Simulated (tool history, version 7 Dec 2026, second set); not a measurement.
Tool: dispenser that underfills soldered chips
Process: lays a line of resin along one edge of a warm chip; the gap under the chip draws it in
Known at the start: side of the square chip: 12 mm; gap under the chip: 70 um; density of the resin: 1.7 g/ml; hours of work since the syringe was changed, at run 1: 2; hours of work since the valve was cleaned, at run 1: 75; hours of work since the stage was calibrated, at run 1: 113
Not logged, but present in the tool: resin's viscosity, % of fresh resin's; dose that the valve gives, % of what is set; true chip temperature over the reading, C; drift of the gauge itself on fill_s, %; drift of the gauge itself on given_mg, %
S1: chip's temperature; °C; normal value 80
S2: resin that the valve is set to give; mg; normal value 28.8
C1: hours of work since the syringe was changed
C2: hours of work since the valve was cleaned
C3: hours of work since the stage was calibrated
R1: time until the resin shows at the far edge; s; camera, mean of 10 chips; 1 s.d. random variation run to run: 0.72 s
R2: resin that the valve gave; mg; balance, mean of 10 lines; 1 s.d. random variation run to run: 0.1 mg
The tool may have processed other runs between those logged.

| run | hour | S1 | S2 | C1 | C2 | C3 | R1 | R2 |
|---|---|---|---|---|---|---|---|---|
| 1 | 0 | 80 | 28.8 | 2 | 75 | 113 | 80.4 | 27.52 |
|  | 5.2 | new syringe of resin |
| 2 | 6.4 | 80 | 28.8 | 1 | 79 | 117 | 73.2 | 27.34 |
| 3 | 10 | 80 | 28.8 | 3 | 82 | 120 | 88.4 | 27.25 |
|  | 13 | new syringe of resin |
| 4 | 14.1 | 80 | 28.8 | 1 | 85 | 123 | 71.2 | 27.34 |
|  | 20.9 | new syringe of resin |
| 5 | 21.4 | 80 | 28.8 | 0 | 90 | 128 | 71 | 27.32 |
| 6 | 26.5 | 80 | 28.8 | 4 | 94 | 132 | 92.6 | 27.08 |
|  | 28.8 | new syringe of resin |
| 7 | 31.4 | 80 | 28.8 | 2 | 97 | 135 | 80.7 | 27.13 |
|  | 36.7 | new syringe of resin |
| 8 | 38.7 | 73 | 28.8 | 1 | 102 | 140 | 111.9 | 27.06 |
| 9 | 41.9 | 73 | 28.8 | 4 | 104 | 142 | 130.5 | 27.06 |
|  | 44.8 | new syringe of resin |
| 10 | 48.1 | 80 | 33.5 | 2 | 109 | 147 | 84.2 | 31.29 |
| 11 | 52 | 80 | 33.5 | 5 | 112 | 149 | 101.7 | 31.09 |
|  | 52.9 | new syringe of resin |
|  | 54.2 | dispensing valve cleaned and set on the balance |
| 12 | 59.5 | 80 | 25 | 4 | 4 | 154 | 93.6 | 24.96 |
|  | 61.7 | new syringe of resin |
| 13 | 65.1 | 85 | 25 | 2 | 8 | 158 | 63.1 | 24.95 |
| 14 | 68.1 | 85 | 33.1 | 5 | 10 | 160 | 73.7 | 32.8 |
|  | 69.8 | new syringe of resin |
| 15 | 71.2 | 88 | 27.7 | 1 | 12 | 162 | 49.7 | 27.42 |
| 16 | 77 | 89 | 28 | 5 | 16 | 166 | 66.2 | 27.53 |
|  | 77.8 | new syringe of resin |
| 17 | 81.2 | 85 | 24.7 | 2 | 19 | 169 | 66.7 | 24.28 |
| 18 | 84.6 | 77 | 27.7 | 5 | 21 | 172 | 116.1 | 27.25 |
|  | 85.9 | new syringe of resin |
| 19 | 91.2 | 77 | 27.7 | 4 | 26 | 176 | 107.7 | 27.15 |
|  | 93.7 | new syringe of resin |
| 20 | 97.2 | 74 | 36.6 | 3 | 30 | 180 | 111.1 | 35.99 |
| 21 | 100.7 | 71 | 25.4 | 5 | 33 | 183 | 160.3 | 24.79 |
|  | 101.5 | new syringe of resin |
| 22 | 104.5 | 71 | 33.5 | 2 | 35 | 185 | 125.8 | 32.9 |
| 23 | 107.7 | 92 | 35.5 | 5 | 38 | 188 | 52.8 | 34.53 |
|  | 109.5 | new syringe of resin |
| 24 | 113.4 | 73 | 27.9 | 3 | 42 | 192 | 122.9 | 27.01 |
|  | 117.4 | new syringe of resin |
| 25 | 119.5 | 71 | 25.2 | 2 | 46 | 196 | 123.2 | 24.36 |
| 26 | 122.8 | 69 | 30.9 | 4 | 48 | 198 | 162.1 | 29.87 |
|  | 125.3 | new syringe of resin |
| 27 | 126.4 | 66 | 32.8 | 1 | 51 | 201 | 150.3 | 31.77 |
| 28 | 129.5 | 84 | 32.8 | 3 | 53 | 203 | 69.9 | 31.73 |

Each row is a separate what-if for the run after 28, all from the same tool condition, not one after another. Results?
| A | 132.3 | 87 | 31 | 5 | 55 | 205 | ? | ? |
| B | 132.3 | 69 | 30.7 | 5 | 55 | 205 | ? | ? |
| C | 132.3 | 70 | 32.6 | 5 | 55 | 205 | ? | ? |

| run | R1 | R2 |
|---|---|---|
| A | 70.4 | 29.83 |
| B | 175.2 | 29.65 |
| C | 162.2 | 31.44 |
With no hidden state in the tool, these same runs would have given:
| run | R1 | R2 |
|---|---|---|
| A | 46.9 | 30.94 |
| B | 115.7 | 30.75 |
| C | 107.4 | 32.61 |
